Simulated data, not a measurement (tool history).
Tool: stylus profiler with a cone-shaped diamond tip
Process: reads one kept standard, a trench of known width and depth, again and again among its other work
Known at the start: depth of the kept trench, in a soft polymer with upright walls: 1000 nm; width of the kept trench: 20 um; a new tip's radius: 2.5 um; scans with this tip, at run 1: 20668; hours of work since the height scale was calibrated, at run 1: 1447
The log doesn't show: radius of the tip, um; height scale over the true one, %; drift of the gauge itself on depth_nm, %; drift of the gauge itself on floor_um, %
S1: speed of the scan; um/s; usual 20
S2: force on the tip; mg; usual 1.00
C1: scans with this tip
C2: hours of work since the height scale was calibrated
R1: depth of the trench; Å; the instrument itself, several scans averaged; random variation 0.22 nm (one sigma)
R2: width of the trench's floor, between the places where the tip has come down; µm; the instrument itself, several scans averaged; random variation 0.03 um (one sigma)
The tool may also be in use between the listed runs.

run,day,S1,S2,C1,C2,R1,R2
1,0.000,20,1.00,20668,1447,10128.6,13.81
# day 0.254: new tip fitted, height scale calibrated
2,3.338,20,1.00,600,42,10075.8,15.86
3,7.025,20,1.00,1317,92,10077.4,15.85
4,9.283,20,1.00,1757,123,10076.4,15.76
5,12.867,20,1.00,2455,172,10078.0,15.67
6,15.975,20,0.38,3060,214,10043.0,15.53
7,18.025,20,1.02,3458,242,10081.3,15.52
8,20.388,20,0.73,3918,274,10067.4,15.46
9,22.575,20,0.73,4344,304,10073.2,15.44
10,25.221,20,1.79,4858,340,10120.5,15.46
11,27.529,20,1.79,5308,372,10125.7,15.41
12,30.588,20,1.79,5904,413,10125.3,15.27
13,33.108,20,0.34,6394,448,10052.5,15.19
14,34.788,20,2.15,6720,470,10140.9,15.30
15,38.383,20,2.15,7421,519,10141.0,15.22
16,40.754,20,2.15,7882,552,10145.0,15.10
17,43.854,20,2.15,8485,594,10145.2,15.10
18,45.508,20,2.15,8808,617,10145.6,15.00
19,48.879,20,2.15,9463,662,10145.4,14.96
20,52.004,20,1.00,10071,705,10096.0,14.84
21,54.742,20,1.00,10605,742,10100.9,14.82
22,57.617,20,1.00,11164,781,10101.0,14.79
23,59.846,20,0.88,11598,812,10097.5,14.68
24,63.367,20,0.88,12283,860,10093.1,14.65
25,66.262,20,0.91,12847,899,10102.5,14.64
26,69.362,16,2.17,13450,941,10159.1,14.60
27,73.054,21,0.35,14169,992,10071.7,14.41
# day 73.321: height scale calibrated on a step standard
28,76.425,21,0.35,14820,42,10084.3,14.43
29,79.392,69,0.49,15398,83,10099.3,13.94
30,81.400,69,0.49,15789,110,10102.7,13.95
31,84.617,69,0.49,16415,154,10100.2,13.87
# day 85.217: height scale calibrated on a step standard, once more
32,87.571,19,1.90,16986,32,10120.0,14.31
33,91.067,72,0.35,17666,80,10046.0,13.62
34,94.021,49,1.00,18241,120,10081.7,14.00
35,96.133,25,1.49,18652,149,10107.9,14.12
36,99.621,15,1.49,19331,196,10107.1,14.05
37,102.342,15,1.84,19860,233,10126.3,14.04
38,104.962,57,2.64,20370,269,10158.4,13.96
# day 106.683: new tip fitted, height scale calibrated
39,108.521,22,0.41,358,25,10042.2,15.77
40,111.304,22,0.41,899,63,10041.8,15.70
41,114.479,22,0.41,1518,106,10040.3,15.66
42,118.154,15,0.83,2233,156,10069.7,15.65
43,119.742,13,1.31,2541,178,10092.4,15.67
44,121.500,13,1.31,2884,202,10098.8,15.59
45,125.175,13,1.31,3599,252,10101.5,15.53

Forecast each of these 4 alternatives for the next run:
A,128.388,17,2.06,4224,296,?,?
B,128.388,7,1.31,4224,296,?,?
C,128.388,34,2.10,4224,296,?,?
D,128.388,22,2.26,4224,296,?,?

run,R1,R2
A,10129.0,15.47
B,10095.9,15.46
C,10132.4,15.40
D,10142.3,15.44
Without the tool's hidden state the same runs would have given:
run,R1,R2
A,10121.3,15.95
B,10088.1,15.94
C,10124.6,15.88
D,10134.5,15.92
